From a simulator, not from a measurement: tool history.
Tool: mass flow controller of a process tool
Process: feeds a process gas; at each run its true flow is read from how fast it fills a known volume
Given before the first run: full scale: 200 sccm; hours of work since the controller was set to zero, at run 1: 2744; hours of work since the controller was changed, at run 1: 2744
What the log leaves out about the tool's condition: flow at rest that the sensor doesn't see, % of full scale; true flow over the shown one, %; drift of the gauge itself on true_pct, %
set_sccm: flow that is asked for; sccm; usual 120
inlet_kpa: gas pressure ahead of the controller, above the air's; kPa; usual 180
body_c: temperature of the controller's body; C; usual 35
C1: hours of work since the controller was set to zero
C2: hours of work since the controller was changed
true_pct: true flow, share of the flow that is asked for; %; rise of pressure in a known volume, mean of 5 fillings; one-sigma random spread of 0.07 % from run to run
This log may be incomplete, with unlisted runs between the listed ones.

Run 1, day 0.000: usual settings; C1 2744; C2 2744. Result: true_pct 99.64 %.
Run 2, day 9.525: usual settings but body_c 27 C; C1 2831; C2 2831. Result: true_pct 99.87 %.
Run 3, day 23.050: usual settings but body_c 27 C; C1 2954; C2 2954. Result: true_pct 99.81 %.
Run 4, day 36.075: usual settings but inlet_kpa 164 kPa; C1 3072; C2 3072. Result: true_pct 99.71 %.
Run 5, day 52.246: usual settings but inlet_kpa 164 kPa; C1 3219; C2 3219. Result: true_pct 99.69 %.
Run 6, day 65.954: usual settings but set_sccm 191 sccm, inlet_kpa 164 kPa; C1 3344; C2 3344. Result: true_pct 100.47 %.
Run 7, day 79.604: usual settings but set_sccm 191 sccm, inlet_kpa 164 kPa; C1 3468; C2 3468. Result: true_pct 100.36 %.
Run 8, day 89.529: usual settings but inlet_kpa 265 kPa; C1 3558; C2 3558. Result: true_pct 99.47 %.
Run 9, day 101.688: usual settings but inlet_kpa 265 kPa; C1 3668; C2 3668. Result: true_pct 99.67 %.
Run 10, day 116.346: usual settings but inlet_kpa 203 kPa; C1 3802; C2 3802. Result: true_pct 99.79 %.
Run 11, day 127.550: usual settings; C1 3904; C2 3904. Result: true_pct 99.78 %.
Run 12, day 139.179: usual settings; C1 4009; C2 4009. Result: true_pct 99.80 %.
Run 13, day 146.967: usual settings; C1 4080; C2 4080. Result: true_pct 99.86 %.
Run 14, day 160.662: usual settings; C1 4205; C2 4205. Result: true_pct 99.97 %.
Run 15, day 176.617: usual settings; C1 4350; C2 4350. Result: true_pct 99.92 %.
Run 16, day 192.871: usual settings; C1 4497; C2 4497. Result: true_pct 99.92 %.
Run 17, day 204.321: usual settings; C1 4602; C2 4602. Result: true_pct 99.85 %.
Run 18, day 213.475: usual settings; C1 4685; C2 4685. Result: true_pct 99.89 %.
Run 19, day 224.642: usual settings; C1 4786; C2 4786. Result: true_pct 99.99 %.
Run 20, day 240.246: usual settings; C1 4928; C2 4928. Result: true_pct 100.06 %.
Run 21, day 251.267: usual settings but set_sccm 48 sccm; C1 5028; C2 5028. Result: true_pct 98.69 %.
Run 22, day 269.150: usual settings but set_sccm 48 sccm; C1 5191; C2 5191. Result: true_pct 98.68 %.
Run 23, day 284.662: usual settings but set_sccm 48 sccm, inlet_kpa 153 kPa; C1 5332; C2 5332. Result: true_pct 98.81 %.
Run 24, day 293.929: usual settings but set_sccm 95 sccm, inlet_kpa 230 kPa, body_c 20 C; C1 5416; C2 5416. Result: true_pct 99.91 %.
Run 25, day 312.358: usual settings but set_sccm 20 sccm, inlet_kpa 179 kPa, body_c 23 C; C1 5584; C2 5584. Result: true_pct 96.97 %.
Run 26, day 320.017: usual settings but set_sccm 200 sccm, inlet_kpa 237 kPa, body_c 21 C; C1 5654; C2 5654. Result: true_pct 101.06 %.
Run 27, day 336.550: usual settings but set_sccm 200 sccm, inlet_kpa 210 kPa, body_c 38 C; C1 5804; C2 5804. Result: true_pct 100.99 %.
Run 28, day 351.879: usual settings but set_sccm 177 sccm, inlet_kpa 248 kPa, body_c 28 C; C1 5943; C2 5943. Result: true_pct 100.83 %.
Run 29, day 363.154: usual settings but set_sccm 171 sccm, inlet_kpa 161 kPa, body_c 28 C; C1 6046; C2 6046. Result: true_pct 101.03 %.
Run 30, day 372.225: usual settings but set_sccm 108 sccm, inlet_kpa 181 kPa, body_c 32 C; C1 6128; C2 6128. Result: true_pct 100.21 %.
Run 31, day 385.788: usual settings but set_sccm 101 sccm, body_c 26 C; C1 6252; C2 6252. Result: true_pct 100.23 %.
Run 32, day 400.946: usual settings but set_sccm 101 sccm, body_c 26 C; C1 6389; C2 6389. Result: true_pct 100.21 %.
Run 33, day 415.925: usual settings but set_sccm 101 sccm, inlet_kpa 216 kPa, body_c 30 C; C1 6526; C2 6526. Result: true_pct 100.13 %.
Run 34, day 427.792: usual settings but set_sccm 22 sccm, inlet_kpa 233 kPa, body_c 22 C; C1 6633; C2 6633. Result: true_pct 96.89 %.
Run 35, day 444.917: usual settings but set_sccm 198 sccm, inlet_kpa 202 kPa; C1 6789; C2 6789. Result: true_pct 101.28 %.
Run 36, day 461.288: usual settings but set_sccm 136 sccm, inlet_kpa 234 kPa, body_c 23 C; C1 6938; C2 6938. Result: true_pct 100.67 %.
Run 37, day 471.750: usual settings but set_sccm 136 sccm, inlet_kpa 234 kPa, body_c 23 C; C1 7033; C2 7033. Result: true_pct 100.88 %.
Run 38, day 482.271: usual settings but set_sccm 184 sccm, body_c 22 C; C1 7129; C2 7129. Result: true_pct 101.50 %.
Run 39, day 492.371: usual settings but inlet_kpa 184 kPa, body_c 21 C; C1 7221; C2 7221. Result: true_pct 100.70 %.
Run 40, day 505.712: usual settings but inlet_kpa 184 kPa, body_c 21 C; C1 7342; C2 7342. Result: true_pct 100.95 %.
Run 41, day 513.892: usual settings but inlet_kpa 258 kPa; C1 7416; C2 7416. Result: true_pct 100.31 %.
Run 42, day 527.467: usual settings but inlet_kpa 258 kPa; C1 7540; C2 7540. Result: true_pct 100.29 %.
Run 43, day 535.704: usual settings but inlet_kpa 258 kPa; C1 7615; C2 7615. Result: true_pct 100.45 %.
Run 44, day 551.575: usual settings but set_sccm 162 sccm, inlet_kpa 232 kPa; C1 7759; C2 7759. Result: true_pct 101.03 %.

Each row is a separate what-if for the run after 44, all from the same tool condition, not one after another. Results?
Run A, day 562.029: usual settings but set_sccm 107 sccm, inlet_kpa 232 kPa; C1 7854; C2 7854. Result: true_pct ?.
Run B, day 562.029: usual settings but set_sccm 27 sccm; C1 7854; C2 7854. Result: true_pct ?.
Run C, day 562.029: usual settings but set_sccm 162 sccm, inlet_kpa 210 kPa; C1 7854; C2 7854. Result: true_pct ?.

run  true_pct
  A    100.20
  B     97.37
  C    101.06
The same runs, with their run-to-run variation unchanged, on a tool lacking any hidden condition would have given:
run  true_pct
  A     98.87
  B     98.45
  C     99.46
